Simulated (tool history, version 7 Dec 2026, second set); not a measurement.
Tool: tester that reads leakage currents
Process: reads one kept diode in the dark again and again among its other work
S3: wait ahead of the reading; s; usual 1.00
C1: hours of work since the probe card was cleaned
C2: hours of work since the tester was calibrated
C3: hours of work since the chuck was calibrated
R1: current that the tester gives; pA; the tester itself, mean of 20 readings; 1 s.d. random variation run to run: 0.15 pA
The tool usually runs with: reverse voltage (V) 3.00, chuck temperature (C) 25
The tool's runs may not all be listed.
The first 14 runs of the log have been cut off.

{"run": 15, "day": 13.767, "reverse voltage (V)": 3.0, "chuck temperature (C)": 25, "S3": 0.34, "C1": 207, "C2": 787, "C3": 157, "R1": 49.83}
{"run": 16, "day": 14.867, "reverse voltage (V)": 3.0, "chuck temperature (C)": 26, "S3": 1.0, "C1": 224, "C2": 804, "C3": 174, "R1": 52.8}
{"run": 17, "day": 15.767, "reverse voltage (V)": 3.0, "chuck temperature (C)": 25, "S3": 1.0, "C1": 238, "C2": 818, "C3": 188, "R1": 48.47}
{"run": 18, "day": 16.667, "reverse voltage (V)": 3.0, "chuck temperature (C)": 25, "S3": 1.0, "C1": 252, "C2": 832, "C3": 202, "R1": 48.44}
{"run": 19, "day": 17.946, "reverse voltage (V)": 3.0, "chuck temperature (C)": 25, "S3": 1.0, "C1": 272, "C2": 852, "C3": 222, "R1": 48.33}
{"run": 20, "day": 18.712, "reverse voltage (V)": 3.0, "chuck temperature (C)": 25, "S3": 5.82, "C1": 284, "C2": 864, "C3": 234, "R1": 47.94}
{"run": 21, "day": 19.292, "reverse voltage (V)": 3.0, "chuck temperature (C)": 22, "S3": 1.0, "C1": 293, "C2": 873, "C3": 243, "R1": 37.21}
{"run": 22, "day": 19.854, "reverse voltage (V)": 1.9, "chuck temperature (C)": 22, "S3": 1.0, "C1": 302, "C2": 882, "C3": 252, "R1": 29.24}
{"run": 23, "day": 20.671, "reverse voltage (V)": 1.9, "chuck temperature (C)": 22, "S3": 1.0, "C1": 315, "C2": 895, "C3": 265, "R1": 29.3}
{"run": 24, "day": 21.808, "reverse voltage (V)": 1.9, "chuck temperature (C)": 22, "S3": 1.0, "C1": 333, "C2": 913, "C3": 283, "R1": 29.36}
{"run": 25, "day": 22.875, "reverse voltage (V)": 2.91, "chuck temperature (C)": 21, "S3": 1.83, "C1": 350, "C2": 930, "C3": 300, "R1": 33.26}
{"run": 26, "day": 24.179, "reverse voltage (V)": 2.91, "chuck temperature (C)": 47, "S3": 1.83, "C1": 370, "C2": 950, "C3": 320, "R1": 288.17}
{"run": 27, "day": 24.962, "reverse voltage (V)": 9.09, "chuck temperature (C)": 25, "S3": 1.83, "C1": 382, "C2": 962, "C3": 332, "R1": 84.9}
{"run": 28, "day": 25.512, "reverse voltage (V)": 1.23, "chuck temperature (C)": 37, "S3": 4.8, "C1": 391, "C2": 971, "C3": 341, "R1": 84.36}
{"run": 29, "day": 26.133, "reverse voltage (V)": 7.89, "chuck temperature (C)": 23, "S3": 0.58, "C1": 401, "C2": 981, "C3": 351, "R1": 68.17}
{"run": 30, "day": 27.3, "reverse voltage (V)": 7.89, "chuck temperature (C)": 23, "S3": 0.58, "C1": 419, "C2": 999, "C3": 369, "R1": 68.04}
{"run": 31, "day": 28.017, "reverse voltage (V)": 7.89, "chuck temperature (C)": 23, "S3": 0.58, "C1": 430, "C2": 1010, "C3": 380, "R1": 68.42}
{"run": 32, "day": 28.683, "reverse voltage (V)": 10.59, "chuck temperature (C)": 45, "S3": 0.58, "C1": 441, "C2": 1021, "C3": 391, "R1": 473.35}
{"run": 33, "day": 29.733, "reverse voltage (V)": 1.55, "chuck temperature (C)": 28, "S3": 2.08, "C1": 457, "C2": 1037, "C3": 407, "R1": 43.93}
{"run": 34, "day": 30.788, "reverse voltage (V)": 2.51, "chuck temperature (C)": 57, "S3": 3.88, "C1": 474, "C2": 1054, "C3": 424, "R1": 560.06}
{"run": 35, "day": 31.458, "reverse voltage (V)": 5.04, "chuck temperature (C)": 34, "S3": 1.72, "C1": 484, "C2": 1064, "C3": 434, "R1": 132.71}
{"run": 36, "day": 32.754, "reverse voltage (V)": 5.04, "chuck temperature (C)": 34, "S3": 1.72, "C1": 505, "C2": 1085, "C3": 455, "R1": 133.28}
{"run": 37, "day": 33.55, "reverse voltage (V)": 5.04, "chuck temperature (C)": 35, "S3": 1.72, "C1": 517, "C2": 1097, "C3": 467, "R1": 144.78}
{"run": 38, "day": 34.433, "reverse voltage (V)": 12.23, "chuck temperature (C)": 25, "S3": 4.95, "C1": 531, "C2": 1111, "C3": 481, "R1": 97.76}
{"run": 39, "day": 35.142, "reverse voltage (V)": 1.22, "chuck temperature (C)": 44, "S3": 8.96, "C1": 542, "C2": 1122, "C3": 492, "R1": 145.32}

Alternative continuations, all from the tool just after run 39; predict every row:
{"run": "A", "day": 36.242, "reverse voltage (V)": 3.0, "chuck temperature (C)": 27, "S3": 1.0, "C1": 559, "C2": 1139, "C3": 509, "R1": "?"}
{"run": "B", "day": 36.242, "reverse voltage (V)": 3.0, "chuck temperature (C)": 25, "S3": 2.18, "C1": 559, "C2": 1139, "C3": 509, "R1": "?"}
{"run": "C", "day": 36.242, "reverse voltage (V)": 1.22, "chuck temperature (C)": 39, "S3": 9.75, "C1": 559, "C2": 1139, "C3": 509, "R1": "?"}

run=A R1=56.89
run=B R1=47.74
run=C R1=97.17
Without the tool's unlogged condition, the same runs would have read:
run=A R1=57.60
run=B R1=48.17
run=C R1=99.76
